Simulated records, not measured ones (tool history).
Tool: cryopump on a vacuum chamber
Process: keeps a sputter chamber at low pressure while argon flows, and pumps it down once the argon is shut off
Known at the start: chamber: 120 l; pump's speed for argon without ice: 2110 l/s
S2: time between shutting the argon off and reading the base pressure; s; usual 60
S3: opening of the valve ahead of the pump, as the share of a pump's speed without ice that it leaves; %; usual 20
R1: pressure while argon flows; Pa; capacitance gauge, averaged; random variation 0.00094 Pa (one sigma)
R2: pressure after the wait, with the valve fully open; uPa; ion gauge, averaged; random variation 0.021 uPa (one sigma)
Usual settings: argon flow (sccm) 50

Run 1, hour 0: usual settings. Result: R1 0.2033 Pa, R2 1.09 uPa.
Run 2, hour 32.5: usual settings. Result: R1 0.2043 Pa, R2 1.07 uPa.
Run 3, hour 65.8: usual settings. Result: R1 0.204 Pa, R2 1.04 uPa.
Run 4, hour 90.1: usual settings. Result: R1 0.2047 Pa, R2 1.1 uPa.
Run 5, hour 107.5: usual settings but S2 25 s. Result: R1 0.2045 Pa, R2 1.48 uPa.
Run 6, hour 123.2: usual settings but S2 25 s. Result: R1 0.2059 Pa, R2 1.48 uPa.
Run 7, hour 152.7: usual settings but S2 25 s. Result: R1 0.2037 Pa, R2 1.49 uPa.
Run 8, hour 182.3: usual settings but S2 25 s. Result: R1 0.2054 Pa, R2 1.58 uPa.
Run 9, hour 200: usual settings but S2 25 s. Result: R1 0.2043 Pa, R2 1.53 uPa.
Run 10, hour 230: usual settings but S2 25 s. Result: R1 0.2053 Pa, R2 1.53 uPa.
Run 11, hour 244: usual settings but S2 25 s. Result: R1 0.2057 Pa, R2 1.53 uPa.
Run 12, hour 259.9: usual settings but S2 25 s. Result: R1 0.204 Pa, R2 1.53 uPa.
Run 13, hour 287.1: usual settings but S2 25 s. Result: R1 0.206 Pa, R2 1.58 uPa.
Run 14, hour 304.2: usual settings but S2 25 s. Result: R1 0.2058 Pa, R2 1.59 uPa.
Run 15, hour 325.2: usual settings but S2 25 s. Result: R1 0.2047 Pa, R2 1.6 uPa.
Run 16, hour 352.9: usual settings but S2 25 s. Result: R1 0.2063 Pa, R2 1.59 uPa.
Run 17, hour 375.3: usual settings but S2 25 s. Result: R1 0.2045 Pa, R2 1.57 uPa.
Run 18, hour 391.8: usual settings but S2 129 s, S3 22 %. Result: R1 0.1872 Pa, R2 1.18 uPa.
Run 19, hour 423.9: usual settings but S2 83 s. Result: R1 0.2067 Pa, R2 1.28 uPa.
Run 20, hour 455.9: usual settings but S2 83 s, S3 22 %. Result: R1 0.1895 Pa, R2 1.28 uPa.
Run 21, hour 470.2: usual settings but argon flow (sccm) 30, S2 23 s. Result: R1 0.1241 Pa, R2 1.68 uPa.
Run 22, hour 484.6: usual settings but argon flow (sccm) 30, S2 23 s. Result: R1 0.1241 Pa, R2 1.75 uPa.
Run 23, hour 516.1: usual settings but argon flow (sccm) 54, S2 49 s. Result: R1 0.2234 Pa, R2 1.4 uPa.
Run 24, hour 537: usual settings but argon flow (sccm) 53, S2 49 s, S3 35 %. Result: R1 0.1296 Pa, R2 1.47 uPa.
Run 25, hour 555: usual settings but argon flow (sccm) 27, S2 53 s, S3 59 %. Result: R1 0.0402 Pa, R2 1.4 uPa.
Run 26, hour 576.5: usual settings but argon flow (sccm) 23, S2 26 s, S3 25 %. Result: R1 0.0769 Pa, R2 1.74 uPa.
Run 27, hour 609.2: usual settings but argon flow (sccm) 23, S2 26 s, S3 25 %. Result: R1 0.0773 Pa, R2 1.74 uPa.
Run 28, hour 635.5: usual settings but argon flow (sccm) 90, S2 44 s, S3 19 %. Result: R1 0.3925 Pa, R2 1.55 uPa.
Run 29, hour 657.5: usual settings but argon flow (sccm) 90, S2 44 s, S3 19 %. Result: R1 0.3962 Pa, R2 1.54 uPa.
Run 30, hour 691.4: usual settings but argon flow (sccm) 21, S2 216 s, S3 18 %. Result: R1 0.098 Pa, R2 1.36 uPa.
Run 31, hour 714.5: usual settings but argon flow (sccm) 57, S2 68 s, S3 18 %. Result: R1 0.2633 Pa, R2 1.43 uPa.
Run 32, hour 728.5: usual settings but argon flow (sccm) 40, S2 109 s, S3 26 %. Result: R1 0.1285 Pa, R2 1.42 uPa.
Run 33, hour 757.9: usual settings but argon flow (sccm) 40, S2 109 s, S3 26 %. Result: R1 0.1318 Pa, R2 1.4 uPa.

4 ways to go on from here, each from the tool as it stands after run 33. What would each give?
At hour 774.5: leaking fittings of the chamber tightened, without venting.
Run A, hour 775.3: usual settings. Result: R1 ?, R2 ?.
At hour 774.5: leaking fittings of the chamber tightened, without venting.
Run B, hour 775.3: usual settings but argon flow (sccm) 41, S2 93 s. Result: R1 ?, R2 ?.
At hour 774.5: leaking fittings of the chamber tightened, without venting.
Run C, hour 775.3: usual settings but argon flow (sccm) 24, S2 180 s, S3 18 %. Result: R1 ?, R2 ?.
At hour 774.5: leaking fittings of the chamber tightened, without venting.
Run D, hour 775.3: usual settings but argon flow (sccm) 23, S2 109 s, S3 26 %. Result: R1 ?, R2 ?.

run      R1    R2
  A  0.2094   0.5
  B  0.1698  0.34
  C  0.1108  0.28
  D  0.0745  0.32
Without the tool's hidden state the same runs would have given:
run      R1    R2
  A   0.201  0.43
  B   0.163  0.28
  C  0.1068  0.21
  D  0.0707  0.26

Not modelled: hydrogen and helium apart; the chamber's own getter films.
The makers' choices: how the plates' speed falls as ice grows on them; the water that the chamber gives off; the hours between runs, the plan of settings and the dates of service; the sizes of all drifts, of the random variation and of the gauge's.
